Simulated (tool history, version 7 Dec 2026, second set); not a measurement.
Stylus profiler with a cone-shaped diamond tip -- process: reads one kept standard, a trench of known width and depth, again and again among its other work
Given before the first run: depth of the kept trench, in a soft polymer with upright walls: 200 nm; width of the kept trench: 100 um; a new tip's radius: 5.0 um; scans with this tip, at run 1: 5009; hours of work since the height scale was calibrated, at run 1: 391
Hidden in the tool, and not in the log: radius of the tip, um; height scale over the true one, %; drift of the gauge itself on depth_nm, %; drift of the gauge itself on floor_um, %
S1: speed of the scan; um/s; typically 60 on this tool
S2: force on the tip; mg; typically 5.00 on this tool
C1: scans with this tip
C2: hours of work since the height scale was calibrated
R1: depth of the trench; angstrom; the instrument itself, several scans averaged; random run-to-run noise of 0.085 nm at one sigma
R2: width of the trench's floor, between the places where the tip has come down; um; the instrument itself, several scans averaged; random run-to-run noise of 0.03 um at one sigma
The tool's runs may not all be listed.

| run | hour | S1 | S2 | C1 | C2 | R1 | R2 |
|---|---|---|---|---|---|---|---|
| 1 | 0.0 | 60 | 5.00 | 5009 | 391 | 2046.7 | 96.80 |
| 2 | 14.8 | 60 | 5.65 | 5113 | 399 | 2050.5 | 96.87 |
| 3 | 33.6 | 60 | 5.65 | 5246 | 409 | 2051.8 | 96.89 |
| 4 | 48.3 | 60 | 5.65 | 5351 | 417 | 2049.1 | 96.87 |
| 5 | 69.8 | 60 | 5.65 | 5503 | 429 | 2050.8 | 96.84 |
| 6 | 83.5 | 60 | 5.65 | 5600 | 437 | 2050.5 | 96.84 |
| 7 | 104.8 | 60 | 5.00 | 5751 | 449 | 2046.4 | 96.83 |
| 8 | 129.2 | 60 | 5.00 | 5923 | 462 | 2045.7 | 96.77 |
| 9 | 151.8 | 60 | 5.00 | 6083 | 475 | 2047.1 | 96.75 |
| 10 | 173.2 | 15 | 6.04 | 6234 | 486 | 2052.4 | 96.88 |
| 11 | 195.8 | 109 | 1.72 | 6394 | 499 | 2020.4 | 96.49 |
| 12 | 220.4 | 125 | 5.00 | 6568 | 512 | 2046.2 | 96.64 |
|  | 222.3 | height scale calibrated on a step standard |
| 13 | 245.6 | 202 | 3.86 | 6743 | 13 | 2035.7 | 96.41 |
| 14 | 259.4 | 90 | 6.54 | 6840 | 20 | 2053.0 | 96.72 |
| 15 | 277.3 | 90 | 6.54 | 6967 | 30 | 2054.0 | 96.73 |
| 16 | 298.6 | 214 | 1.85 | 7117 | 42 | 2018.6 | 96.10 |
|  | 320.6 | height scale calibrated on a step standard, once more |
| 17 | 320.6 | 214 | 1.85 | 7270 | 0 | 2023.3 | 96.08 |

Forecast each of these 3 alternatives for the next run:
| A | 334.7 | 15 | 4.95 | 7370 | 8 | ? | ? |
| B | 334.7 | 199 | 3.24 | 7370 | 8 | ? | ? |
| C | 334.7 | 67 | 1.85 | 7370 | 8 | ? | ? |

| run | R1 | R2 |
|---|---|---|
| A | 2048.4 | 96.88 |
| B | 2037.0 | 96.30 |
| C | 2025.1 | 96.60 |
What these runs would have given with no unlogged condition in the tool:
| run | R1 | R2 |
|---|---|---|
| A | 2048.8 | 97.16 |
| B | 2037.4 | 96.58 |
| C | 2025.5 | 96.88 |
